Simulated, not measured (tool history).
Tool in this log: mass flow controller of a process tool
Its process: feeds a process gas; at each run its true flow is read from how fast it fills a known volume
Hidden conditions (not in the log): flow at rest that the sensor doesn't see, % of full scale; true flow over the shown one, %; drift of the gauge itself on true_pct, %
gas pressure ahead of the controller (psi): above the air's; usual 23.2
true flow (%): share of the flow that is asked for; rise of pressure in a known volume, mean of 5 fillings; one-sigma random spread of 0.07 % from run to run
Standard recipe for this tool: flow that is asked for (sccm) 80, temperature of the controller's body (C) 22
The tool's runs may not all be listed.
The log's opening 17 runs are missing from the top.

run	hour	flow that is asked for (sccm)	gas pressure ahead of the controller (psi)	temperature of the controller's body (C)	hours of work since the controller was set to zero	hours of work since the controller was changed	true flow (%)
18	2701.8	80	23.2	22	2766	2766	97.04
19	2807.6	80	23.2	22	2849	2849	96.98
20	2918.3	80	32.1	22	2935	2935	96.65
21	3034.3	80	32.1	22	3026	3026	96.55
22	3254.1	23	39	22	3197	3197	95.7
23	3453.6	51	21.2	28	3353	3353	96.85
24	3654.7	69	21.2	28	3510	3510	97.14
25	3761.4	22	32.6	28	3593	3593	96.07
26	3919.8	22	28.6	28	3717	3717	96.07
27	4054.4	80	31.5	22	3822	3822	96.08
28	4298.9	80	31.5	22	4013	4013	96.08
29	4404.5	80	23.2	30	4096	4096	97.02
30	4592.6	80	33.1	30	4242	4242	96.58
31	4813.7	55	35.7	28	4415	4415	95.84
32	4980.3	55	35.7	28	4545	4545	95.83
33	5205	55	35.7	28	4721	4721	95.63
34	5357.9	80	32.3	30	4840	4840	96.21
# hour 5409.7: gauge calibrated
35	5509.4	61	32.3	30	4958	4958	98.58
36	5748.7	75	32.3	30	5145	5145	98.6
37	5957.5	46	29.3	36	5308	5308	98.81
38	6059.1	46	29.3	36	5388	5388	98.68
39	6223	23	23.2	28	5516	5516	97.82
40	6341.1	110	26.8	37	5608	5608	99.65
41	6580.1	22	33.6	22	5794	5794	96.61

Here are 4 independent what-if runs from the current tool condition. What would each one return?
A	6788.4	22	23.2	22	5957	5957	?
B	6788.4	26	33.6	30	5957	5957	?
C	6788.4	99	33.9	22	5957	5957	?
D	6788.4	65	29.2	31	5957	5957	?

run	true flow (%)
A	96.98
B	97.5
C	97.62
D	98.24
Had the tool no hidden state, the same runs would have come out as:
run	true flow (%)
A	97.68
B	98.19
C	98.3
D	98.93
